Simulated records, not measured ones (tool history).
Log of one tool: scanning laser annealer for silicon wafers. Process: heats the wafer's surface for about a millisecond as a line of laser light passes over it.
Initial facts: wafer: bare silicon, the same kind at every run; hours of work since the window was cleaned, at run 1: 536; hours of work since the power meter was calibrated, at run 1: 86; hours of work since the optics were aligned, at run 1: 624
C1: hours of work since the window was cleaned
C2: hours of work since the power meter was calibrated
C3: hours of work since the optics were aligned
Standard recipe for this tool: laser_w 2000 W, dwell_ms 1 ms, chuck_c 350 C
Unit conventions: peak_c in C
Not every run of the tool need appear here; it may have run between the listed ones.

run 1 hour=0 | laser_w=2000 dwell_ms=1 chuck_c=350 | C1=536 C2=86 C3=624 | peak_c=1078
run 2 hour=10 | laser_w=2000 dwell_ms=1 chuck_c=350 | C1=542 C2=91 C3=630 | peak_c=1080
run 3 hour=17.1 | laser_w=2000 dwell_ms=1 chuck_c=350 | C1=546 C2=95 C3=634 | peak_c=1075
run 4 hour=27.5 | laser_w=2000 dwell_ms=1 chuck_c=350 | C1=552 C2=101 C3=640 | peak_c=1079
run 5 hour=37 | laser_w=2000 dwell_ms=1 chuck_c=350 | C1=557 C2=106 C3=645 | peak_c=1078
run 6 hour=41.7 | laser_w=2000 dwell_ms=1 chuck_c=350 | C1=559 C2=109 C3=647 | peak_c=1078
run 7 hour=47.8 | laser_w=2000 dwell_ms=1 chuck_c=350 | C1=563 C2=112 C3=651 | peak_c=1080
run 8 hour=55.2 | laser_w=2000 dwell_ms=1 chuck_c=367 | C1=567 C2=116 C3=655 | peak_c=1097
run 9 hour=61.6 | laser_w=2000 dwell_ms=1 chuck_c=367 | C1=570 C2=120 C3=658 | peak_c=1095
run 10 hour=68 | laser_w=2000 dwell_ms=1 chuck_c=319 | C1=574 C2=123 C3=662 | peak_c=1048
run 11 hour=76.7 | laser_w=2000 dwell_ms=1 chuck_c=319 | C1=579 C2=128 C3=667 | peak_c=1050
run 12 hour=81.6 | laser_w=2000 dwell_ms=1 chuck_c=319 | C1=581 C2=131 C3=669 | peak_c=1046
run 13 hour=89.1 | laser_w=2000 dwell_ms=1 chuck_c=385 | C1=586 C2=135 C3=673 | peak_c=1113
run 14 hour=94.2 | laser_w=2098 dwell_ms=1 chuck_c=350 | C1=588 C2=138 C3=676 | peak_c=1121
run 15 hour=104.8 | laser_w=2098 dwell_ms=1 chuck_c=350 | C1=594 C2=143 C3=682 | peak_c=1120
run 16 hour=113.5 | laser_w=2098 dwell_ms=1 chuck_c=350 | C1=599 C2=148 C3=687 | peak_c=1121
run 17 hour=124.4 | laser_w=1763 dwell_ms=1 chuck_c=350 | C1=605 C2=154 C3=693 | peak_c=977
run 18 hour=130 | laser_w=2000 dwell_ms=1 chuck_c=356 | C1=608 C2=157 C3=696 | peak_c=1085
run 19 hour=136 | laser_w=2000 dwell_ms=1 chuck_c=356 | C1=611 C2=161 C3=699 | peak_c=1087
run 20 hour=145.4 | laser_w=2000 dwell_ms=1 chuck_c=356 | C1=617 C2=166 C3=705 | peak_c=1084
run 21 hour=155.2 | laser_w=2000 dwell_ms=1 chuck_c=356 | C1=622 C2=171 C3=710 | peak_c=1084
run 22 hour=160 | laser_w=1766 dwell_ms=0.86 chuck_c=386 | C1=625 C2=174 C3=713 | peak_c=975
run 23 hour=168.6 | laser_w=1976 dwell_ms=0.86 chuck_c=379 | C1=629 C2=179 C3=717 | peak_c=1052
run 24 hour=176.3 | laser_w=2000 dwell_ms=1.07 chuck_c=350 | C1=634 C2=183 C3=722 | peak_c=1102
run 25 hour=182.8 | laser_w=2000 dwell_ms=0.73 chuck_c=322 | C1=637 C2=186 C3=725 | peak_c=958
run 26 hour=188.1 | laser_w=1801 dwell_ms=1.23 chuck_c=389 | C1=640 C2=189 C3=728 | peak_c=1098
run 27 hour=195.4 | laser_w=2000 dwell_ms=1.15 chuck_c=340 | C1=644 C2=193 C3=732 | peak_c=1112
run 28 hour=205.1 | laser_w=2000 dwell_ms=1.15 chuck_c=340 | C1=649 C2=199 C3=737 | peak_c=1112
run 29 hour=213.1 | laser_w=1978 dwell_ms=1.08 chuck_c=351 | C1=654 C2=203 C3=742 | peak_c=1094
run 30 hour=221.9 | laser_w=1978 dwell_ms=1.08 chuck_c=351 | C1=659 C2=208 C3=747 | peak_c=1096
run 31 hour=230.2 | laser_w=1902 dwell_ms=1.04 chuck_c=315 | C1=663 C2=213 C3=751 | peak_c=1012
run 32 hour=240.1 | laser_w=2000 dwell_ms=0.9 chuck_c=350 | C1=669 C2=218 C3=757 | peak_c=1045
run 33 hour=247.5 | laser_w=2000 dwell_ms=0.9 chuck_c=350 | C1=673 C2=222 C3=761 | peak_c=1042
run 34 hour=255 | laser_w=2075 dwell_ms=0.71 chuck_c=322 | C1=677 C2=226 C3=765 | peak_c=980
run 35 hour=265.6 | laser_w=2199 dwell_ms=0.88 chuck_c=352 | C1=683 C2=232 C3=771 | peak_c=1124
run 36 hour=271.9 | laser_w=2000 dwell_ms=1.03 chuck_c=375 | C1=686 C2=236 C3=774 | peak_c=1116
run 37 hour=277 | laser_w=2000 dwell_ms=1.03 chuck_c=375 | C1=689 C2=238 C3=777 | peak_c=1109
run 38 hour=286.4 | laser_w=2000 dwell_ms=1.03 chuck_c=375 | C1=694 C2=244 C3=782 | peak_c=1115
run 39 hour=296.3 | laser_w=1858 dwell_ms=1 chuck_c=350 | C1=700 C2=249 C3=788 | peak_c=1016
run 40 hour=306.6 | laser_w=2000 dwell_ms=0.71 chuck_c=354 | C1=705 C2=255 C3=793 | peak_c=985
run 41 hour=315.1 | laser_w=2000 dwell_ms=1.03 chuck_c=361 | C1=710 C2=259 C3=798 | peak_c=1097
run 42 hour=320.3 | laser_w=2000 dwell_ms=1.03 chuck_c=361 | C1=713 C2=262 C3=801 | peak_c=1096

Alternative continuations, all from the tool just after run 42; predict every row:
run A hour=330.2 | laser_w=2141 dwell_ms=0.8 chuck_c=367 | C1=718 C2=268 C3=806 | peak_c=?
run B hour=330.2 | laser_w=2000 dwell_ms=1.23 chuck_c=331 | C1=718 C2=268 C3=806 | peak_c=?
run C hour=330.2 | laser_w=1780 dwell_ms=0.76 chuck_c=356 | C1=718 C2=268 C3=806 | peak_c=?

run=A peak_c=1086
run=B peak_c=1127
run=C peak_c=916
Without the tool's unlogged condition, the same runs would have read:
run=A peak_c=1088
run=B peak_c=1129
run=C peak_c=917
